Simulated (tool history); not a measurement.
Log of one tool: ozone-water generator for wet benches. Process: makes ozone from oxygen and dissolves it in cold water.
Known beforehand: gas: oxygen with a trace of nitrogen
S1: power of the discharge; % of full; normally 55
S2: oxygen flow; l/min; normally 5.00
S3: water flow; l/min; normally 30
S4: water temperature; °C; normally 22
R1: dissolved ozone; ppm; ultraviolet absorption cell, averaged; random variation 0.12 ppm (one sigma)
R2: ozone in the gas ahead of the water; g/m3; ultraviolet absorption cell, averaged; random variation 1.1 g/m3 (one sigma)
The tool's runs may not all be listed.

run   hour  S1    S2  S3  S4    R1     R2
  1    0.0  55  5.00  30  22  12.2  205.1
  2   21.2  55  5.00  30  24  11.7  206.0
  3   34.8  55  5.00  30  24  11.8  205.4
  4   49.3  55  5.00  30  15  13.1  207.3
  5   63.5  55  5.00  30  22  12.3  203.9
  6   82.0  51  5.00  30  22  11.6  194.6
  7  110.7  51  5.00  30  22  11.6  194.0
  8  130.4  51  5.00  30  22  11.6  194.9
  9  151.5  51  5.00  30  22  11.4  194.9
 10  170.7  55  5.00  30  17  13.0  203.9
 11  186.8  55  5.00  30  17  12.8  203.8
 12  205.2  55  5.00  30  22  12.2  204.1
 13  224.4  55  5.00  30  22  12.1  205.0
 14  240.4  55  5.00  30  22  12.2  203.4
 15  268.0  55  5.44  30  22  12.2  194.0
 16  297.8  55  5.44  30  22  12.0  191.6
     313.2  -- water thermometer calibrated
 17  318.4  96  5.00  43  22  11.9  283.6
 18  335.2  83  6.95  30  15  16.5  209.3
 19  360.9  59  5.00  30  18  13.2  211.5
 20  381.3  59  5.00  30  18  13.1  212.4
 21  398.9  59  5.00  30  18  13.4  210.0
 22  425.8  59  8.58  33  19  11.5  145.4
 23  438.6  82  5.00  21  22  21.4  259.5
 24  451.2  55  3.51  19  23  18.8  258.1
 25  476.8  55  3.51  39  17   9.6  258.5
 26  500.6  55  3.51  39  17   9.6  257.4
 27  521.6  45  5.00  32  22  10.2  179.4
 28  546.1  45  5.00  32  22  10.2  178.4
 29  558.7  45  5.00  32  22  10.2  179.6
 30  588.2  62  3.41  42  17   9.6  280.0
 31  603.8  62  3.41  21  26  17.4  281.8
 32  620.0  62  3.41  44  26   8.6  282.6

Here are 4 independent what-if runs from the current tool condition. What would each one return?
  A  642.4  44  3.41  44  26   ?   ?
  B  642.4  97  3.91  30  23   ?   ?
  C  642.4  62  3.41  25  14   ?   ?
  D  642.4  57  5.00  30  22   ?   ?

run    R1     R2
  A   6.8  227.3
  B  17.1  335.5
  C  17.1  282.1
  D  12.5  205.2
The same runs, with their run-to-run variation unchanged, on a tool lacking any hidden condition would have given:
run    R1     R2
  A   6.8  232.6
  B  17.1  343.3
  C  17.1  288.7
  D  12.5  210.0
